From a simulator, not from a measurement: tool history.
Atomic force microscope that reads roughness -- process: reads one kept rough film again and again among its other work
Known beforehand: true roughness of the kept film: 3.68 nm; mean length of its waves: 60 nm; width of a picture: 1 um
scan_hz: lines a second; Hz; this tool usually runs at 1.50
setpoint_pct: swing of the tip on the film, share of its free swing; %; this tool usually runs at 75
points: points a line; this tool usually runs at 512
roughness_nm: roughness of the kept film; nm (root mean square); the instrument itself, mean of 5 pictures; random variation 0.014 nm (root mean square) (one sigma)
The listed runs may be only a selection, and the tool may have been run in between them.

run 1 day=0.000 | scan_hz=1.50 setpoint_pct=75 points=512 | roughness_nm=3.276
run 2 day=1.392 | scan_hz=1.50 setpoint_pct=75 points=512 | roughness_nm=3.268
-- day=2.779 new tip fitted
run 3 day=2.779 | scan_hz=1.50 setpoint_pct=75 points=512 | roughness_nm=3.288
run 4 day=4.129 | scan_hz=1.50 setpoint_pct=75 points=512 | roughness_nm=3.277
run 5 day=5.292 | scan_hz=3.29 setpoint_pct=75 points=512 | roughness_nm=2.935
-- day=5.925 new tip fitted
run 6 day=6.429 | scan_hz=0.66 setpoint_pct=75 points=512 | roughness_nm=3.449
run 7 day=7.392 | scan_hz=1.50 setpoint_pct=75 points=422 | roughness_nm=3.273
run 8 day=8.721 | scan_hz=1.50 setpoint_pct=75 points=422 | roughness_nm=3.259
-- day=9.008 new tip fitted
run 9 day=10.104 | scan_hz=1.50 setpoint_pct=75 points=422 | roughness_nm=3.255
run 10 day=10.867 | scan_hz=1.50 setpoint_pct=75 points=422 | roughness_nm=3.279
run 11 day=12.025 | scan_hz=2.65 setpoint_pct=60 points=635 | roughness_nm=3.352
-- day=12.158 new tip fitted
run 12 day=13.183 | scan_hz=0.84 setpoint_pct=75 points=540 | roughness_nm=3.417
run 13 day=13.912 | scan_hz=0.84 setpoint_pct=75 points=540 | roughness_nm=3.399
-- day=15.317 new tip fitted
run 14 day=15.338 | scan_hz=0.63 setpoint_pct=63 points=512 | roughness_nm=3.528
run 15 day=16.404 | scan_hz=0.63 setpoint_pct=63 points=512 | roughness_nm=3.522
run 16 day=17.721 | scan_hz=0.63 setpoint_pct=63 points=512 | roughness_nm=3.531
-- day=18.417 new tip fitted
run 17 day=18.950 | scan_hz=0.63 setpoint_pct=63 points=512 | roughness_nm=3.521
run 18 day=19.850 | scan_hz=0.63 setpoint_pct=63 points=512 | roughness_nm=3.509
run 19 day=20.542 | scan_hz=1.65 setpoint_pct=75 points=512 | roughness_nm=3.234
run 20 day=21.371 | scan_hz=1.65 setpoint_pct=75 points=512 | roughness_nm=3.219

Forecast each of these 3 alternatives for the next run:
-- day=21.525 new tip fitted
run A day=22.725 | scan_hz=3.42 setpoint_pct=87 points=412 | roughness_nm=?
-- day=21.525 new tip fitted
run B day=22.725 | scan_hz=1.71 setpoint_pct=78 points=421 | roughness_nm=?
-- day=21.525 new tip fitted
run C day=22.725 | scan_hz=0.83 setpoint_pct=75 points=778 | roughness_nm=?

run=A roughness_nm=2.540
run=B roughness_nm=3.171
run=C roughness_nm=3.450
With the hidden condition removed and each run's random variation left untouched, the same runs would have given:
run=A roughness_nm=2.542
run=B roughness_nm=3.173
run=C roughness_nm=3.453
